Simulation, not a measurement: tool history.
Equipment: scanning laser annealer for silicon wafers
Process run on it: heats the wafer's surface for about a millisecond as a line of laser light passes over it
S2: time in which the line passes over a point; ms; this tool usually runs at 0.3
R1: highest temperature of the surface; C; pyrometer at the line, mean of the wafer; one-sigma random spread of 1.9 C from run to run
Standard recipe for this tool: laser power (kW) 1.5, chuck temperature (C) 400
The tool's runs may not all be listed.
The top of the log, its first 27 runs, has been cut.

{"run": 28, "hour": 1114.6, "laser power (kW)": 1.341, "S2": 0.336, "chuck temperature (C)": 383, "R1": 1029}
{"run": 29, "hour": 1161.1, "laser power (kW)": 1.5, "S2": 0.212, "chuck temperature (C)": 364, "R1": 934}
{"run": 30, "hour": 1187.6, "laser power (kW)": 1.517, "S2": 0.3, "chuck temperature (C)": 435, "R1": 1142}
{"run": 31, "hour": 1232.2, "laser power (kW)": 1.64, "S2": 0.3, "chuck temperature (C)": 400, "R1": 1178}
{"run": 32, "hour": 1260.6, "laser power (kW)": 1.64, "S2": 0.3, "chuck temperature (C)": 400, "R1": 1183}
{"run": 33, "hour": 1293.2, "laser power (kW)": 1.64, "S2": 0.3, "chuck temperature (C)": 400, "R1": 1178}
{"run": 34, "hour": 1346.7, "laser power (kW)": 1.64, "S2": 0.3, "chuck temperature (C)": 400, "R1": 1178}
{"run": 35, "hour": 1401.0, "laser power (kW)": 1.641, "S2": 0.342, "chuck temperature (C)": 400, "R1": 1234}
{"run": 36, "hour": 1450.5, "laser power (kW)": 1.339, "S2": 0.322, "chuck temperature (C)": 400, "R1": 1020}
{"run": 37, "hour": 1477.0, "laser power (kW)": 1.5, "S2": 0.3, "chuck temperature (C)": 371, "R1": 1058}
{"run": 38, "hour": 1517.9, "laser power (kW)": 1.5, "S2": 0.3, "chuck temperature (C)": 371, "R1": 1058}

Consider 5 possible next runs. They are alternatives, not a sequence: every one starts from the tool as it was left by run 38. What does each give?
{"hour": 1577.6, "done": "window over the wafer cleaned"}
{"run": "A", "hour": 1581.6, "laser power (kW)": 1.409, "S2": 0.311, "chuck temperature (C)": 438, "R1": "?"}
{"hour": 1577.6, "done": "window over the wafer cleaned"}
{"run": "B", "hour": 1581.6, "laser power (kW)": 1.33, "S2": 0.3, "chuck temperature (C)": 400, "R1": "?"}
{"hour": 1577.6, "done": "window over the wafer cleaned"}
{"run": "C", "hour": 1581.6, "laser power (kW)": 1.437, "S2": 0.296, "chuck temperature (C)": 364, "R1": "?"}
{"hour": 1577.6, "done": "window over the wafer cleaned"}
{"run": "D", "hour": 1581.6, "laser power (kW)": 1.633, "S2": 0.212, "chuck temperature (C)": 400, "R1": "?"}
{"hour": 1577.6, "done": "window over the wafer cleaned"}
{"run": "E", "hour": 1581.6, "laser power (kW)": 1.541, "S2": 0.256, "chuck temperature (C)": 392, "R1": "?"}

run=A R1=1109
run=B R1=1012
run=C R1=1039
run=D R1=1052
run=E R1=1064
Take away the tool's hidden state, keep each run's random variation, and the runs would have read:
run=A R1=1108
run=B R1=1010
run=C R1=1037
run=D R1=1050
run=E R1=1062

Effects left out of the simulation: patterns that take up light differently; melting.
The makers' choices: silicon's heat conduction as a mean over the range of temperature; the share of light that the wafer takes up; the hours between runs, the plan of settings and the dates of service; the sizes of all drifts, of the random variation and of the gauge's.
